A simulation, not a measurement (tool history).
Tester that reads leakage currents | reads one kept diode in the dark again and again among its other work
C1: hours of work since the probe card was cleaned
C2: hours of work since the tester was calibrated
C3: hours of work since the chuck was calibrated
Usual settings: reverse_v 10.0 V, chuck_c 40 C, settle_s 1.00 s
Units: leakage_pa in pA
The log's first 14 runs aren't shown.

{"run": 15, "hour": 1272.9, "reverse_v": 8.9, "chuck_c": 40, "settle_s": 1.28, "C1": 2374, "C2": 1479, "C3": 673, "leakage_pa": 304.61}
{"run": 16, "hour": 1397.4, "reverse_v": 1.6, "chuck_c": 40, "settle_s": 1.28, "C1": 2465, "C2": 1571, "C3": 764, "leakage_pa": 152.64}
{"run": 17, "hour": 1511.7, "reverse_v": 10.0, "chuck_c": 40, "settle_s": 1.26, "C1": 2550, "C2": 1655, "C3": 849, "leakage_pa": 319.63}
{"run": 18, "hour": 1642.4, "reverse_v": 10.0, "chuck_c": 40, "settle_s": 1.26, "C1": 2646, "C2": 1752, "C3": 945, "leakage_pa": 320.19}
{"run": 19, "hour": 1758.0, "reverse_v": 10.0, "chuck_c": 40, "settle_s": 1.26, "C1": 2731, "C2": 1837, "C3": 1030, "leakage_pa": 320.56}
{"run": 20, "hour": 1840.5, "reverse_v": 10.0, "chuck_c": 40, "settle_s": 1.26, "C1": 2792, "C2": 1898, "C3": 1091, "leakage_pa": 319.25}
{"run": 21, "hour": 1923.4, "reverse_v": 14.0, "chuck_c": 30, "settle_s": 1.0, "C1": 2853, "C2": 1959, "C3": 1152, "leakage_pa": 158.25}
{"hour": 1990.0, "done": "probe card cleaned and baked"}
{"run": 22, "hour": 2036.6, "reverse_v": 14.0, "chuck_c": 30, "settle_s": 1.0, "C1": 34, "C2": 2040, "C3": 1233, "leakage_pa": 157.56}
{"run": 23, "hour": 2095.1, "reverse_v": 14.0, "chuck_c": 30, "settle_s": 1.0, "C1": 78, "C2": 2083, "C3": 1277, "leakage_pa": 157.57}
{"run": 24, "hour": 2161.9, "reverse_v": 2.9, "chuck_c": 53, "settle_s": 0.5, "C1": 127, "C2": 2133, "C3": 1326, "leakage_pa": 548.74}
{"run": 25, "hour": 2262.9, "reverse_v": 10.0, "chuck_c": 44, "settle_s": 1.0, "C1": 201, "C2": 2207, "C3": 1400, "leakage_pa": 445.53}
{"run": 26, "hour": 2350.4, "reverse_v": 10.0, "chuck_c": 44, "settle_s": 1.0, "C1": 266, "C2": 2272, "C3": 1465, "leakage_pa": 443.98}
{"run": 27, "hour": 2463.0, "reverse_v": 10.0, "chuck_c": 44, "settle_s": 1.0, "C1": 349, "C2": 2355, "C3": 1548, "leakage_pa": 446.43}
{"run": 28, "hour": 2579.5, "reverse_v": 4.3, "chuck_c": 34, "settle_s": 3.12, "C1": 435, "C2": 2440, "C3": 1634, "leakage_pa": 136.75}
{"run": 29, "hour": 2698.7, "reverse_v": 4.3, "chuck_c": 34, "settle_s": 3.12, "C1": 523, "C2": 2528, "C3": 1722, "leakage_pa": 137.24}
{"run": 30, "hour": 2792.6, "reverse_v": 15.3, "chuck_c": 21, "settle_s": 3.12, "C1": 592, "C2": 2598, "C3": 1791, "leakage_pa": 71.88}
{"hour": 2901.0, "done": "chuck's temperature calibrated"}
{"run": 31, "hour": 2924.5, "reverse_v": 1.0, "chuck_c": 21, "settle_s": 3.12, "C1": 687, "C2": 2693, "C3": 17, "leakage_pa": 23.59}
{"run": 32, "hour": 3034.3, "reverse_v": 1.4, "chuck_c": 25, "settle_s": 1.64, "C1": 768, "C2": 2774, "C3": 98, "leakage_pa": 39.22}
{"run": 33, "hour": 3092.0, "reverse_v": 10.0, "chuck_c": 44, "settle_s": 1.0, "C1": 811, "C2": 2817, "C3": 141, "leakage_pa": 445.21}
{"run": 34, "hour": 3199.7, "reverse_v": 10.0, "chuck_c": 28, "settle_s": 5.07, "C1": 890, "C2": 2896, "C3": 220, "leakage_pa": 113.24}
{"run": 35, "hour": 3314.6, "reverse_v": 1.1, "chuck_c": 56, "settle_s": 4.24, "C1": 975, "C2": 2981, "C3": 305, "leakage_pa": 463.59}
{"run": 36, "hour": 3433.9, "reverse_v": 1.3, "chuck_c": 51, "settle_s": 1.0, "C1": 1063, "C2": 3069, "C3": 393, "leakage_pa": 338.26}
{"run": 37, "hour": 3494.0, "reverse_v": 1.3, "chuck_c": 51, "settle_s": 1.0, "C1": 1107, "C2": 3113, "C3": 437, "leakage_pa": 339.63}
{"run": 38, "hour": 3554.6, "reverse_v": 1.3, "chuck_c": 51, "settle_s": 1.0, "C1": 1152, "C2": 3158, "C3": 482, "leakage_pa": 339.91}
{"run": 39, "hour": 3658.0, "reverse_v": 16.2, "chuck_c": 40, "settle_s": 6.02, "C1": 1228, "C2": 3234, "C3": 558, "leakage_pa": 386.61}

Forecast each of these 3 alternatives for the next run:
{"run": "A", "hour": 3788.7, "reverse_v": 16.2, "chuck_c": 56, "settle_s": 2.31, "C1": 1325, "C2": 3331, "C3": 654, "leakage_pa": "?"}
{"run": "B", "hour": 3788.7, "reverse_v": 16.2, "chuck_c": 59, "settle_s": 6.02, "C1": 1325, "C2": 3331, "C3": 654, "leakage_pa": "?"}
{"run": "C", "hour": 3788.7, "reverse_v": 10.0, "chuck_c": 27, "settle_s": 1.0, "C1": 1325, "C2": 3331, "C3": 654, "leakage_pa": "?"}

run=A leakage_pa=1377.35
run=B leakage_pa=1713.44
run=C leakage_pa=106.02
Without the tool's hidden state the same runs would have given:
run=A leakage_pa=1377.06
run=B leakage_pa=1713.11
run=C leakage_pa=105.94

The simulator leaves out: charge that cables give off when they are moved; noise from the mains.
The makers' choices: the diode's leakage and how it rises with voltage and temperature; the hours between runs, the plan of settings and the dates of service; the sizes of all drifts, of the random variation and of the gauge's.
